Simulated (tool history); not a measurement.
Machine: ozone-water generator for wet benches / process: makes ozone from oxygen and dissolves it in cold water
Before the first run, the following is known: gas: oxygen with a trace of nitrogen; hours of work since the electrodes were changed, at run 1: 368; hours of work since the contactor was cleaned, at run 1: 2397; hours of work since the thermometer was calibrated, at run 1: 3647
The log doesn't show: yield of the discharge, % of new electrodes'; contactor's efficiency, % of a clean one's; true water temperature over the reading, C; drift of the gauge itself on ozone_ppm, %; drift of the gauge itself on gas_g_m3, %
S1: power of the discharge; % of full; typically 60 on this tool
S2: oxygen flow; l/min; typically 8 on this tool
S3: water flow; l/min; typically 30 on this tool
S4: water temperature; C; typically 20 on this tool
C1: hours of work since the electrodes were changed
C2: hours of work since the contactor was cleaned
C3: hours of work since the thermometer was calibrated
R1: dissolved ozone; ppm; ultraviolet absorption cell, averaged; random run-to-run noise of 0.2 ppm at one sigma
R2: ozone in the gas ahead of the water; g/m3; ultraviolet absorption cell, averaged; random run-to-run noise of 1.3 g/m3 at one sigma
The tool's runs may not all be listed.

run,hour,S1,S2,S3,S4,C1,C2,C3,R1,R2
1,0,60,8,30,20,368,2397,3647,28.9,244.5
2,65.6,60,8,18,20,430,2458,3708,39.8,244.5
3,161.9,60,8,30,20,520,2548,3798,29,244.2
4,276.2,60,8,30,20,626,2655,3905,29.2,247
5,373.1,60,8,30,20,717,2745,3996,29.3,244.2
6,433.7,60,8,30,20,774,2802,4052,29.4,244.5
7,500.1,60,8,30,20,836,2864,4114,29.2,244.2
8,593.6,60,8,30,28,923,2952,4202,25.8,245.8
9,659.9,60,7.91,30,20,985,3014,4264,29.4,248.9
10,714.2,60,4,30,20,1036,3064,4314,30.1,390.5
11,793.1,60,8,31,20,1110,3138,4388,28.9,246.2
12,850.5,87,7.4,34,17,1163,3192,4442,37.8,346.9
13,931.1,60,9.47,19,20,1238,3267,4517,36.9,221.1
14,1018.5,60,9.47,19,20,1320,3349,4599,36.7,219.5
15,1069.7,61,8,29,20,1368,3396,4647,30.5,245.9
16,1175.6,94,12.12,30,20,1467,3495,4746,38.7,267.2
17,1247.6,60,8,33,20,1534,3563,4813,27.6,245.8
18,1359.6,42,4.81,35,13,1639,3667,4917,21.6,262.5
19,1441,42,4.81,35,13,1715,3744,4994,21.7,263.3
20,1520.3,42,4.81,35,13,1789,3818,5068,21.4,260

Each row is a separate what-if for the run after 20, all from the same tool condition, not one after another. Results?
A,1633.5,62,8,30,12,1895,3923,5173,?,?
B,1633.5,65,4.81,35,15,1895,3923,5173,?,?
C,1633.5,48,4.81,35,15,1895,3923,5173,?,?
D,1633.5,42,4.81,35,12,1895,3923,5173,?,?
E,1633.5,60,8.18,37,20,1895,3923,5173,?,?

run,R1,R2
A,33.5,252
B,30,368.1
C,23.6,289.5
D,21.7,261.2
E,25.2,241.7
What these runs would have given with no unlogged condition in the tool:
run,R1,R2
A,33.5,252.1
B,30,368.2
C,23.6,289.5
D,21.8,261.3
E,25.2,241.8

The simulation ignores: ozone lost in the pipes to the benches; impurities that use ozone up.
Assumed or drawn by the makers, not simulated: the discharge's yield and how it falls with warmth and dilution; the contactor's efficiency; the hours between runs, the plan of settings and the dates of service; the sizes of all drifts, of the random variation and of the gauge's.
